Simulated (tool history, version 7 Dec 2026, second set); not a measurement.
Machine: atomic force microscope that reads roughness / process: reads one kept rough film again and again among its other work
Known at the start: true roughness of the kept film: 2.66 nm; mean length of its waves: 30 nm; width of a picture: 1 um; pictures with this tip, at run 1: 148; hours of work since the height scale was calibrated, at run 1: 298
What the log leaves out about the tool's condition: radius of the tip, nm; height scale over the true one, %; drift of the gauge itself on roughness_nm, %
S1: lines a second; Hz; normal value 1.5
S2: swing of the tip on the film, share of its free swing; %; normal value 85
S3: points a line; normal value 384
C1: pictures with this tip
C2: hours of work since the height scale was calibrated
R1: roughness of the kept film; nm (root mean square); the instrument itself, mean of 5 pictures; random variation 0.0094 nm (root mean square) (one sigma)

Run 1, day 0: usual settings; C1 148; C2 298. Result: R1 1.669 nm (root mean square).
Run 2, day 0.479: usual settings but S1 1.22 Hz; C1 171; C2 305. Result: R1 1.64 nm (root mean square).
At day 0.525: new tip fitted.
Run 3, day 0.971: usual settings; C1 21; C2 311. Result: R1 1.977 nm (root mean square).
Run 4, day 1.471: usual settings; C1 46; C2 318. Result: R1 1.878 nm (root mean square).
Run 5, day 1.933: usual settings but S3 415; C1 68; C2 325. Result: R1 1.817 nm (root mean square).
Run 6, day 2.517: usual settings but S3 415; C1 96; C2 333. Result: R1 1.751 nm (root mean square).
Run 7, day 2.883: usual settings but S3 415; C1 114; C2 338. Result: R1 1.701 nm (root mean square).
Run 8, day 3.238: usual settings but S3 415; C1 131; C2 343. Result: R1 1.665 nm (root mean square).
At day 3.312: height scale calibrated on a step standard.
Run 9, day 3.788: usual settings but S3 415; C1 156; C2 7. Result: R1 1.596 nm (root mean square).
At day 4.146: new tip fitted.
Run 10, day 4.379: usual settings but S2 75 %; C1 11; C2 15. Result: R1 2.13 nm (root mean square).
Run 11, day 4.979: usual settings but S1 2.18 Hz, S2 75 %, S3 470; C1 40; C2 23. Result: R1 1.98 nm (root mean square).
Run 12, day 5.4: usual settings but S1 2.09 Hz, S2 60 %, S3 349; C1 61; C2 29. Result: R1 2.003 nm (root mean square).
Run 13, day 5.996: usual settings but S1 0.54 Hz, S2 58 %, S3 349; C1 90; C2 37. Result: R1 1.941 nm (root mean square).
At day 6.558: height scale calibrated on a step standard, once more.
Run 14, day 6.596: usual settings but S3 312; C1 117; C2 1. Result: R1 1.687 nm (root mean square).
Run 15, day 7.221: usual settings but S1 1.44 Hz, S2 80 %, S3 606; C1 147; C2 9. Result: R1 1.665 nm (root mean square).
Run 16, day 7.692: usual settings but S1 2.86 Hz; C1 170; C2 16. Result: R1 1.431 nm (root mean square).
At day 7.758: new tip fitted.
Run 17, day 8.167: usual settings but S1 2.86 Hz; C1 20; C2 22. Result: R1 1.849 nm (root mean square).
Run 18, day 8.538: usual settings but S1 1.07 Hz, S3 514; C1 38; C2 27. Result: R1 2.033 nm (root mean square).

3 ways to go on from here, each from the tool as it stands after run 18. What would each give?
Run A, day 9.138: usual settings but S1 3.12 Hz, S2 55 %, S3 801; C1 67; C2 36. Result: R1 ?.
Run B, day 9.138: usual settings but S2 56 %, S3 903; C1 67; C2 36. Result: R1 ?.
Run C, day 9.138: usual settings but S1 2.15 Hz, S2 83 %, S3 630; C1 67; C2 36. Result: R1 ?.

run     R1
  A  2.021
  B  2.058
  C  1.824
With no hidden state in the tool, these same runs would have given:
run     R1
  A  2.286
  B  2.327
  C  2.062
